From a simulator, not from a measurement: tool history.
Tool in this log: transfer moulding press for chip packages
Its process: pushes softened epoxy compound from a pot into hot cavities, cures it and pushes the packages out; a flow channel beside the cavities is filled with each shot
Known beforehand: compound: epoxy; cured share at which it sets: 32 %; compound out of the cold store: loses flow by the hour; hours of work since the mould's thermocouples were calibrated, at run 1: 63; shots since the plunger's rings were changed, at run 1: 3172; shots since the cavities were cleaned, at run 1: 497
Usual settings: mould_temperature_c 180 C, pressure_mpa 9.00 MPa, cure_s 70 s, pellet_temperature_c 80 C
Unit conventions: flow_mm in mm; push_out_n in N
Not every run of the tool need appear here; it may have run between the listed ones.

| run | day | mould_temperature_c | pressure_mpa | cure_s | pellet_temperature_c | hours of work since the mould's thermocouples were calibrated | shots since the plunger's rings were changed | shots since the cavities were cleaned | incoming compound's hours out of the cold store | flow_mm | push_out_n |
|---|---|---|---|---|---|---|---|---|---|---|---|
| 1 | 0.000 | 180 | 9.00 | 70 | 80 | 63 | 3172 | 497 | 24.6 | 629 | 639 |
| 2 | 1.038 | 180 | 9.00 | 70 | 80 | 77 | 3476 | 801 | 44.1 | 595 | 676 |
|  | 1.325 | cavities cleaned with cleaning compound and waxed |
| 3 | 2.092 | 180 | 9.00 | 70 | 80 | 90 | 3768 | 226 | 24.7 | 629 | 875 |
| 4 | 3.154 | 180 | 9.00 | 70 | 80 | 104 | 4079 | 537 | 24.6 | 632 | 847 |
|  | 3.592 | cavities cleaned with cleaning compound and waxed, once more |
| 5 | 3.688 | 185 | 9.00 | 70 | 80 | 111 | 4218 | 29 | 31.6 | 593 | 358 |
|  | 4.229 | plunger's sealing rings changed |
| 6 | 4.575 | 180 | 9.00 | 70 | 80 | 121 | 101 | 258 | 8.6 | 684 | 535 |
| 7 | 5.671 | 179 | 9.00 | 70 | 80 | 136 | 423 | 580 | 46.3 | 630 | 677 |
|  | 6.692 | cavities cleaned with cleaning compound and waxed |
| 8 | 6.762 | 179 | 9.00 | 70 | 80 | 150 | 724 | 20 | 14.5 | 681 | 470 |
| 9 | 7.900 | 179 | 9.00 | 70 | 80 | 165 | 1059 | 355 | 30.4 | 659 | 604 |
| 10 | 8.579 | 179 | 9.00 | 70 | 80 | 174 | 1258 | 554 | 23.0 | 655 | 713 |
| 11 | 9.608 | 179 | 9.00 | 70 | 80 | 188 | 1559 | 855 | 11.3 | 675 | 747 |
|  | 9.717 | cavities cleaned with cleaning compound and waxed |
| 12 | 10.362 | 179 | 9.00 | 70 | 80 | 197 | 1763 | 190 | 34.5 | 633 | 519 |
| 13 | 11.271 | 179 | 9.00 | 70 | 89 | 209 | 2029 | 456 | 29.8 | 625 | 644 |
| 14 | 12.350 | 173 | 7.50 | 80 | 81 | 224 | 2346 | 773 | 25.7 | 606 | 819 |
|  | 12.762 | cavities cleaned with cleaning compound and waxed |
| 15 | 13.321 | 179 | 7.10 | 77 | 90 | 236 | 2612 | 164 | 13.7 | 588 | 449 |
| 16 | 13.892 | 179 | 10.76 | 77 | 74 | 244 | 2780 | 332 | 23.3 | 703 | 559 |
| 17 | 14.804 | 179 | 10.76 | 98 | 73 | 256 | 3048 | 600 | 36.6 | 660 | 561 |
| 18 | 15.588 | 182 | 10.76 | 75 | 73 | 266 | 3277 | 829 | 10.4 | 711 | 647 |
|  | 15.804 | cavities cleaned with cleaning compound and waxed |
| 19 | 16.671 | 182 | 10.76 | 75 | 73 | 280 | 3577 | 254 | 39.4 | 653 | 483 |
| 20 | 17.583 | 180 | 9.00 | 81 | 83 | 292 | 3844 | 521 | 19.6 | 633 | 564 |
| 21 | 18.462 | 180 | 9.00 | 81 | 83 | 304 | 4102 | 779 | 20.9 | 622 | 609 |
|  | 18.838 | cavities cleaned with cleaning compound and waxed |
| 22 | 19.229 | 187 | 9.00 | 70 | 80 | 314 | 4309 | 115 | 45.1 | 565 | 393 |
|  | 19.475 | plunger's sealing rings changed |
| 23 | 19.796 | 181 | 10.88 | 70 | 80 | 320 | 94 | 251 | 40.9 | 688 | 548 |

What if the next run were any one of these 5? Each begins from the tool's condition after run 23:
| A | 20.562 | 183 | 8.77 | 75 | 80 | 330 | 319 | 476 | 9.3 | ? | ? |
| B | 20.562 | 187 | 7.48 | 70 | 70 | 330 | 319 | 476 | 22.7 | ? | ? |
| C | 20.562 | 180 | 9.00 | 81 | 80 | 330 | 319 | 476 | 26.5 | ? | ? |
| D | 20.562 | 180 | 10.28 | 70 | 86 | 330 | 319 | 476 | 31.8 | ? | ? |
| E | 20.562 | 180 | 10.39 | 76 | 86 | 330 | 319 | 476 | 19.6 | ? | ? |

| run | flow_mm | push_out_n |
|---|---|---|
| A | 668 | 571 |
| B | 596 | 559 |
| C | 662 | 565 |
| D | 697 | 639 |
| E | 706 | 589 |
Without the tool's hidden state the same runs would have given:
| run | flow_mm | push_out_n |
|---|---|---|
| A | 673 | 350 |
| B | 601 | 343 |
| C | 667 | 349 |
| D | 703 | 394 |
| E | 712 | 363 |
